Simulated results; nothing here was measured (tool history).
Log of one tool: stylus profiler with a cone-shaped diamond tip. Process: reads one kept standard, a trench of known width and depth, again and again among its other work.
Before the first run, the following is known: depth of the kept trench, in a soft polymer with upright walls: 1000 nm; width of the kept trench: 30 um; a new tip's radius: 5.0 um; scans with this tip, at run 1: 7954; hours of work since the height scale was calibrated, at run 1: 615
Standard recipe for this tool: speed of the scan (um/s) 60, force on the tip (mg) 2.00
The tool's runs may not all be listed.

| run | day | speed of the scan (um/s) | force on the tip (mg) | scans with this tip | hours of work since the height scale was calibrated | depth of the trench (nm) | width of the trench's floor (µm) |
|---|---|---|---|---|---|---|---|
| 1 | 0.000 | 60 | 2.00 | 7954 | 615 | 1006.48 | 23.04 |
| 2 | 0.892 | 60 | 2.00 | 8130 | 628 | 1006.81 | 23.01 |
| 3 | 2.229 | 60 | 2.00 | 8395 | 649 | 1006.57 | 23.02 |
| 4 | 2.825 | 60 | 2.00 | 8512 | 658 | 1006.71 | 23.00 |
| 5 | 3.967 | 60 | 1.24 | 8738 | 675 | 1005.37 | 22.84 |
| 6 | 4.725 | 85 | 2.00 | 8888 | 687 | 1007.17 | 22.84 |
| 7 | 5.862 | 85 | 2.00 | 9113 | 704 | 1006.85 | 22.84 |
| 8 | 6.633 | 107 | 2.09 | 9265 | 716 | 1007.39 | 22.74 |
| 9 | 7.579 | 36 | 0.88 | 9452 | 731 | 1004.23 | 22.94 |
| 10 | 8.704 | 38 | 0.88 | 9674 | 748 | 1004.75 | 22.91 |
| 11 | 9.850 | 27 | 2.19 | 9901 | 765 | 1007.53 | 23.02 |
| 12 | 11.021 | 27 | 2.30 | 10132 | 783 | 1007.63 | 23.01 |

Each row is a separate what-if for the run after 12, all from the same tool condition, not one after another. Results?
| A | 12.429 | 47 | 1.62 | 10411 | 805 | ? | ? |
| B | 12.429 | 70 | 2.03 | 10411 | 805 | ? | ? |
| C | 12.429 | 42 | 1.35 | 10411 | 805 | ? | ? |

| run | depth of the trench (nm) | width of the trench's floor (µm) |
|---|---|---|
| A | 1006.36 | 22.88 |
| B | 1006.96 | 22.81 |
| C | 1006.22 | 22.94 |
With no hidden state in the tool, these same runs would have given:
| run | depth of the trench (nm) | width of the trench's floor (µm) |
|---|---|---|
| A | 1004.89 | 23.80 |
| B | 1005.49 | 23.74 |
| C | 1004.75 | 23.86 |

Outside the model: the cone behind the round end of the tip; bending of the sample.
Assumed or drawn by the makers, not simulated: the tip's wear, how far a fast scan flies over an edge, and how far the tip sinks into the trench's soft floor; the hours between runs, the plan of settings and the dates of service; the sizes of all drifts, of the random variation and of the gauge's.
